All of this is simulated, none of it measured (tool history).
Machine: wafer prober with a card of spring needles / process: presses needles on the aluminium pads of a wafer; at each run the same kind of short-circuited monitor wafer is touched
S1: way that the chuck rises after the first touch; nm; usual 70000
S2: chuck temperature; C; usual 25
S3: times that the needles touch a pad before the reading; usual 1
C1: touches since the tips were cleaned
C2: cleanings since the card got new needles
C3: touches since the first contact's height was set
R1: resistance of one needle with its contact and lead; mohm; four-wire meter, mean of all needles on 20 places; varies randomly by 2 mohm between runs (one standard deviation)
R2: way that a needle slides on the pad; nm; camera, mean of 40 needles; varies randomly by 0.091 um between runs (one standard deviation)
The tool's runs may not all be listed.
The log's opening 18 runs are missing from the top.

run	hour	S1	S2	S3	C1	C2	C3	R1	R2
# hour 158.6: tips cleaned on abrasive film
19	164.1	65000	32	3	2384	32	188417	228	15050
# hour 171: tips cleaned on abrasive film
20	171.9	65000	32	3	418	33	191781	226	14880
21	181.8	70000	25	1	4675	33	196038	220	16060
# hour 183.6: tips cleaned on abrasive film
22	188.8	55000	28	2	2253	34	199025	228	12770
# hour 195.7: tips cleaned on abrasive film
23	201.4	52000	25	2	2472	35	204457	225	12060
# hour 208.1: tips cleaned on abrasive film
24	211.8	70000	37	2	1588	36	208915	227	16270
# hour 220.4: tips cleaned on abrasive film
25	220.4	65000	38	2	0	37	212624	227	15120
26	228.1	70000	55	1	3337	37	215961	231	16270
# hour 232.5: tips cleaned on abrasive film
27	240.7	70000	55	1	3563	38	221372	232	16170
# hour 245: tips cleaned on abrasive film
# hour 248.8: height of the first contact set anew
28	252.9	63000	25	1	3269	39	1785	222	14440
# hour 257.4: tips cleaned on abrasive film
29	265.5	64000	101	1	3523	40	7211	245	14710
# hour 269.6: tips cleaned on abrasive film
30	275.3	88000	101	2	2489	41	11427	241	20310
# hour 282: tips cleaned on abrasive film
31	283.5	71000	45	1	649	42	14928	229	16410
32	290.5	58000	25	3	3678	42	17957	225	13470

Predict the results of run 33:
# hour 294.3: tips cleaned on abrasive film
33	301.4	58000	25	3	3062	43	22637	?	?

R1: 228 mohm
R2: 13400 nm
Were there no unlogged condition in the tool, this run, its random variation unchanged, would have produced R1 227 mohm, R2 13400 nm.

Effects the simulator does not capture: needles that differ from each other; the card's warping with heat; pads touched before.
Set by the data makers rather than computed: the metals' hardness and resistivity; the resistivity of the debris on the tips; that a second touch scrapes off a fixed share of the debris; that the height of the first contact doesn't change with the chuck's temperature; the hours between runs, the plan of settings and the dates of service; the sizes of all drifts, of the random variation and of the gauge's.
